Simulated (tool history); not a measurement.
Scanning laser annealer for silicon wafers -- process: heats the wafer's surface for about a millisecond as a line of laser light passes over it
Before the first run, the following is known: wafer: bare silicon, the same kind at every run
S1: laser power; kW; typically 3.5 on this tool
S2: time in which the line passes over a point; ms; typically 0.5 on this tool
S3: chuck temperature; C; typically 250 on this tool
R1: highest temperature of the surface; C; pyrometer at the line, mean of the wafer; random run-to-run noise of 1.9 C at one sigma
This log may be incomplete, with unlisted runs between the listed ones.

run 1 hour=0 | S1=3.5 S2=0.5 S3=250 | R1=1046
run 2 hour=22 | S1=3.5 S2=0.5 S3=250 | R1=1048
run 3 hour=33 | S1=3.5 S2=0.551 S3=250 | R1=1078
run 4 hour=55.9 | S1=3.5 S2=0.551 S3=250 | R1=1081
run 5 hour=77.1 | S1=3.5 S2=0.5 S3=250 | R1=1043
run 6 hour=92.7 | S1=3.5 S2=0.429 S3=250 | R1=993
run 7 hour=107.2 | S1=3.5 S2=0.429 S3=250 | R1=992
run 8 hour=119.5 | S1=3.5 S2=0.429 S3=250 | R1=992
run 9 hour=137.9 | S1=3.5 S2=0.429 S3=250 | R1=995
run 10 hour=157.6 | S1=3.5 S2=0.5 S3=250 | R1=1043
run 11 hour=177.7 | S1=3.5 S2=0.5 S3=250 | R1=1041
run 12 hour=197.4 | S1=3.697 S2=0.5 S3=278 | R1=1108
run 13 hour=217.7 | S1=3.5 S2=0.563 S3=250 | R1=1082
run 14 hour=237.9 | S1=3.314 S2=0.48 S3=232 | R1=970
run 15 hour=257.9 | S1=3.314 S2=0.48 S3=232 | R1=971
run 16 hour=270.3 | S1=3.568 S2=0.376 S3=250 | R1=961
-- hour=285 window over the wafer cleaned
run 17 hour=290 | S1=3.568 S2=0.376 S3=250 | R1=995
run 18 hour=304.8 | S1=3.322 S2=0.356 S3=250 | R1=935
run 19 hour=324.5 | S1=3.526 S2=0.443 S3=250 | R1=1044
run 20 hour=343 | S1=3.526 S2=0.443 S3=250 | R1=1041
run 21 hour=365.8 | S1=3.526 S2=0.443 S3=250 | R1=1042

Predict each of these 5 candidate next runs independently; none follows another, all start after run 21:
run A hour=379.6 | S1=3.5 S2=0.479 S3=250 | R1=?
run B hour=379.6 | S1=3.5 S2=0.5 S3=233 | R1=?
run C hour=379.6 | S1=3.543 S2=0.504 S3=226 | R1=?
run D hour=379.6 | S1=3.145 S2=0.375 S3=287 | R1=?
run E hour=379.6 | S1=3.265 S2=0.603 S3=250 | R1=?

run=A R1=1064
run=B R1=1061
run=C R1=1063
run=D R1=953
run=E R1=1093
Stripped of hidden state, with their random variation kept, the same runs would have yielded:
run=A R1=1073
run=B R1=1071
run=C R1=1073
run=D R1=961
run=E R1=1103

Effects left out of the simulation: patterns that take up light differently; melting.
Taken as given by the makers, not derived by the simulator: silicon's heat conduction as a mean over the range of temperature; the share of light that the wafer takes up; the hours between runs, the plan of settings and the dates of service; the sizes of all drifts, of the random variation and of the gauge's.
